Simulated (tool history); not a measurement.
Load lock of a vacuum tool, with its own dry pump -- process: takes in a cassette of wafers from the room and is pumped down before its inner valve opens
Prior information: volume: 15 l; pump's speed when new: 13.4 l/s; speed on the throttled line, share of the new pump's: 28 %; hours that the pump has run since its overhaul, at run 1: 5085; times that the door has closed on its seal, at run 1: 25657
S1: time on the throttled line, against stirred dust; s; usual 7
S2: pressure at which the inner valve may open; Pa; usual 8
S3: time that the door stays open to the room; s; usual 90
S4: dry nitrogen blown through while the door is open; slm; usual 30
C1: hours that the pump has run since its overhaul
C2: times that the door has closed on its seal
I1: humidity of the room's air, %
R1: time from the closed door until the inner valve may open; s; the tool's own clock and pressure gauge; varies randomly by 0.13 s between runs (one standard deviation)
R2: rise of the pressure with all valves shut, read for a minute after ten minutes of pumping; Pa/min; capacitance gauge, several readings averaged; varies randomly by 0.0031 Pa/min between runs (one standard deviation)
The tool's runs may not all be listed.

run 1 hour=0 | S1=7 S2=8 S3=90 S4=30 | C1=5085 C2=25657 | I1=46.3 | R1=16 R2=0.108
run 2 hour=104.1 | S1=7 S2=8 S3=46 S4=30 | C1=5189 C2=25924 | I1=50.9 | R1=16 R2=0.093
run 3 hour=196.4 | S1=7 S2=6 S3=90 S4=30 | C1=5282 C2=26161 | I1=45.9 | R1=16.5 R2=0.108
run 4 hour=261.2 | S1=7 S2=8 S3=90 S4=30 | C1=5347 C2=26327 | I1=41.8 | R1=15.9 R2=0.104
run 5 hour=406.5 | S1=7 S2=8 S3=90 S4=30 | C1=5492 C2=26700 | I1=46.5 | R1=16.3 R2=0.112
run 6 hour=549.1 | S1=7 S2=8 S3=90 S4=30 | C1=5634 C2=27065 | I1=42.2 | R1=16.1 R2=0.113
run 7 hour=662 | S1=7 S2=8 S3=90 S4=30 | C1=5747 C2=27355 | I1=44.7 | R1=16.3 R2=0.107
run 8 hour=758.5 | S1=7 S2=8 S3=90 S4=30 | C1=5844 C2=27602 | I1=51.2 | R1=16.2 R2=0.12
run 9 hour=857.4 | S1=7 S2=8 S3=90 S4=30 | C1=5943 C2=27856 | I1=47.7 | R1=16.1 R2=0.115
run 10 hour=948.1 | S1=7 S2=8 S3=90 S4=30 | C1=6033 C2=28089 | I1=45.2 | R1=16.1 R2=0.117
run 11 hour=1073.7 | S1=7 S2=8 S3=90 S4=30 | C1=6159 C2=28411 | I1=47.7 | R1=16.2 R2=0.114
run 12 hour=1158.2 | S1=7 S2=8 S3=90 S4=30 | C1=6243 C2=28627 | I1=46.2 | R1=16.3 R2=0.117
run 13 hour=1287.4 | S1=7 S2=16 S3=90 S4=30 | C1=6373 C2=28959 | I1=49.5 | R1=15.2 R2=0.124
run 14 hour=1437.1 | S1=7 S2=16 S3=90 S4=30 | C1=6522 C2=29342 | I1=43 | R1=15.4 R2=0.119
run 15 hour=1534.6 | S1=7 S2=8 S3=90 S4=21 | C1=6620 C2=29593 | I1=45 | R1=16.3 R2=0.125
run 16 hour=1636.8 | S1=7 S2=8 S3=90 S4=5 | C1=6722 C2=29855 | I1=44.9 | R1=16.4 R2=0.162
run 17 hour=1765.1 | S1=7 S2=8 S3=90 S4=5 | C1=6850 C2=30184 | I1=48 | R1=16.4 R2=0.172
run 18 hour=1919.6 | S1=7 S2=8 S3=90 S4=5 | C1=7005 C2=30580 | I1=48.7 | R1=16.3 R2=0.17
run 19 hour=1990.9 | S1=7 S2=8 S3=90 S4=5 | C1=7076 C2=30763 | I1=45.2 | R1=16.2 R2=0.176
run 20 hour=2057.1 | S1=7 S2=9 S3=36 S4=36 | C1=7142 C2=30932 | I1=44.9 | R1=16.2 R2=0.105
run 21 hour=2200.2 | S1=7 S2=9 S3=36 S4=36 | C1=7286 C2=31299 | I1=44.1 | R1=16.4 R2=0.102
run 22 hour=2336.3 | S1=7 S2=8 S3=217 S4=30 | C1=7422 C2=31648 | I1=45.3 | R1=16.5 R2=0.154
run 23 hour=2420.7 | S1=7 S2=11 S3=90 S4=30 | C1=7506 C2=31865 | I1=45.5 | R1=16 R2=0.126
run 24 hour=2551.6 | S1=7 S2=8 S3=27 S4=30 | C1=7637 C2=32200 | I1=43.8 | R1=16.2 R2=0.105
run 25 hour=2648 | S1=13 S2=12 S3=115 S4=30 | C1=7733 C2=32448 | I1=43.7 | R1=19.9 R2=0.134
run 26 hour=2750.2 | S1=13 S2=12 S3=115 S4=30 | C1=7835 C2=32710 | I1=45.5 | R1=20 R2=0.131
run 27 hour=2880.5 | S1=10 S2=14 S3=76 S4=7 | C1=7966 C2=33044 | I1=46.2 | R1=17.7 R2=0.162
run 28 hour=3035.8 | S1=9 S2=12 S3=46 S4=20 | C1=8121 C2=33442 | I1=43.9 | R1=17.4 R2=0.125
run 29 hour=3190.3 | S1=7 S2=8 S3=134 S4=44 | C1=8276 C2=33838 | I1=47.7 | R1=16.7 R2=0.14
run 30 hour=3309.2 | S1=10 S2=8 S3=44 S4=30 | C1=8395 C2=34143 | I1=47.3 | R1=18.7 R2=0.121
run 31 hour=3426.6 | S1=10 S2=8 S3=90 S4=30 | C1=8512 C2=34444 | I1=50.3 | R1=18.4 R2=0.142
run 32 hour=3508.3 | S1=7 S2=8 S3=90 S4=5 | C1=8594 C2=34654 | I1=47.9 | R1=16.6 R2=0.19
run 33 hour=3649.5 | S1=7 S2=8 S3=90 S4=5 | C1=8735 C2=35016 | I1=46 | R1=16.6 R2=0.183
run 34 hour=3793.2 | S1=11 S2=7 S3=60 S4=20 | C1=8879 C2=35385 | I1=43.7 | R1=19.3 R2=0.137
run 35 hour=3882.6 | S1=4 S2=8 S3=90 S4=30 | C1=8968 C2=35614 | I1=43.8 | R1=14.2 R2=0.141
run 36 hour=3986.8 | S1=4 S2=8 S3=90 S4=30 | C1=9072 C2=35881 | I1=45.5 | R1=14.5 R2=0.139
run 37 hour=4070.3 | S1=4 S2=12 S3=90 S4=44 | C1=9156 C2=36095 | I1=44 | R1=13.9 R2=0.128
run 38 hour=4151.7 | S1=4 S2=10 S3=90 S4=7 | C1=9237 C2=36304 | I1=41.3 | R1=14.1 R2=0.172

Some steps in R1, run to run, broken into two amounts with sign: the step expected even without the hidden condition (settings, incoming material, random variation), and the rest, left for the hidden condition together with whatever gauge scatter is not in both the measured and the hidden-condition-free result:
Unlogged tool condition in this case: pump's speed, % of a new pump's; leak at the door's seal, Pa l/s; drift of the gauge itself on ready_s, %; drift of the gauge itself on rise_pa_min, %.
Run 1 -> 2: S3 90 -> 46. R1 +0 s: hidden state +0.1, all else -0.1.
Run 24 -> 25: S1 7 -> 13, S2 8 -> 12, S3 27 -> 115. R1 +3.7 s: hidden state -0.1, all else +3.8.
Run 28 -> 29: S1 9 -> 7, S2 12 -> 8, S3 46 -> 134, S4 20 -> 44. R1 -0.7 s: hidden state +0.2, all else -0.9.
Run 33 -> 34: S1 7 -> 11, S2 8 -> 7, S3 90 -> 60, S4 5 -> 20. R1 +2.7 s: hidden state -0.1, all else +2.8.
Run 34 -> 35: S1 11 -> 4, S2 7 -> 8, S3 60 -> 90, S4 20 -> 30. R1 -5.1 s: hidden state +0.2, all else -5.3.

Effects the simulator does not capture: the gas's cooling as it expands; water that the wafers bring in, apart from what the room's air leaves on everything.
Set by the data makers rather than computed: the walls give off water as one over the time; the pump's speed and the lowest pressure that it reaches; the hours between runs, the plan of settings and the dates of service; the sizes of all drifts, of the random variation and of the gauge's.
